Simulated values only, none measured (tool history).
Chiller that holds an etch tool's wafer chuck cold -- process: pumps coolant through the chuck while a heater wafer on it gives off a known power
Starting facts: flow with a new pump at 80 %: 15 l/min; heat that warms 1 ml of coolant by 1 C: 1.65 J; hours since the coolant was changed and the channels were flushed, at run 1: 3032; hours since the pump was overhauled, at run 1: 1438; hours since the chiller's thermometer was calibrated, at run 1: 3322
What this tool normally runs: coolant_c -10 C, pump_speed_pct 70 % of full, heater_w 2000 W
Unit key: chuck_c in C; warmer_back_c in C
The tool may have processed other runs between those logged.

run,hour,coolant_c,pump_speed_pct,heater_w,hours since the coolant was changed and the channels were flushed,hours since the pump was overhauled,hours since the chiller's thermometer was calibrated,chuck_c,warmer_back_c
1,0,-10,70,2000,3032,1438,3322,8.1,5.53
2,51.8,-10,70,2000,3084,1490,3373,7.9,5.53
3,142,-10,70,2000,3174,1580,3464,7.9,5.54
4,215.6,-10,70,2000,3247,1654,3537,8.1,5.5
5,299.5,-10,70,2000,3331,1738,3621,8.1,5.55
6,396.4,-10,70,2000,3428,1835,3718,8.2,5.59
7,489.5,-10,70,2000,3521,1928,3811,8,5.55
8,552.8,-10,70,2000,3585,1991,3874,8,5.55
9,627.2,-10,70,2000,3659,2065,3949,8.1,5.6
10,680.4,-3,70,2000,3712,2119,4002,15,5.57
# hour 759.8: chiller's thermometer calibrated
11,767.3,-3,70,2000,3798,2205,8,15.1,5.55
12,852.2,-3,70,2000,3883,2289,92,15,5.63
13,924.6,-3,70,2000,3955,2362,165,15,5.63
14,1029.5,-3,70,2000,4060,2467,270,15.1,5.63
15,1118.8,-6,87,1332,4150,2556,359,4.8,3.11
16,1192.3,-6,87,1332,4223,2630,433,4.8,3.12
17,1260.8,-2,79,2398,4292,2698,501,18.1,6.05
18,1345.5,-10,77,1694,4376,2783,586,4.7,4.42
19,1418.5,-10,70,1667,4449,2856,659,5.1,4.72
# hour 1452: coolant changed, channels flushed
20,1515.4,-10,70,2210,63,2947,750,9.8,6.19
21,1577.8,-10,70,2210,126,3009,812,9.8,6.32
22,1621.5,-5,70,2618,169,3053,856,18.6,7.42
23,1695.1,-12,70,1496,243,3126,929,1.4,4.3
24,1775,-6,78,1047,323,3206,1009,2.8,2.77
25,1859.2,-20,70,1104,407,3290,1093,-10.1,3.27
26,1947,-20,70,1104,495,3378,1181,-9.9,3.21
27,2051.5,-20,70,1104,599,3483,1286,-10.1,3.26

Per-run results on a tool with no hidden state, each run keeping its own random variation:
Hidden state at play: heat passed by the chuck's channels, % of clean ones'; flow at a given pump speed, % of a new pump's; coolant's true temperature over the reading, C; drift of the gauge itself on chuck_c, C; drift of the gauge itself on warmer_back_c, C.
run,warmer_back_c
1,5.53
2,5.52
3,5.52
4,5.48
5,5.52
6,5.54
7,5.49
8,5.48
9,5.53
10,5.5
11,5.46
12,5.53
13,5.52
14,5.51
15,2.99
16,2.99
17,5.91
18,4.27
19,4.56
20,6.03
21,6.15
22,7.24
23,4.12
24,2.58
25,3.07
26,3
27,3.04
chuck_c: within 0.1 C of the measured result in every run.
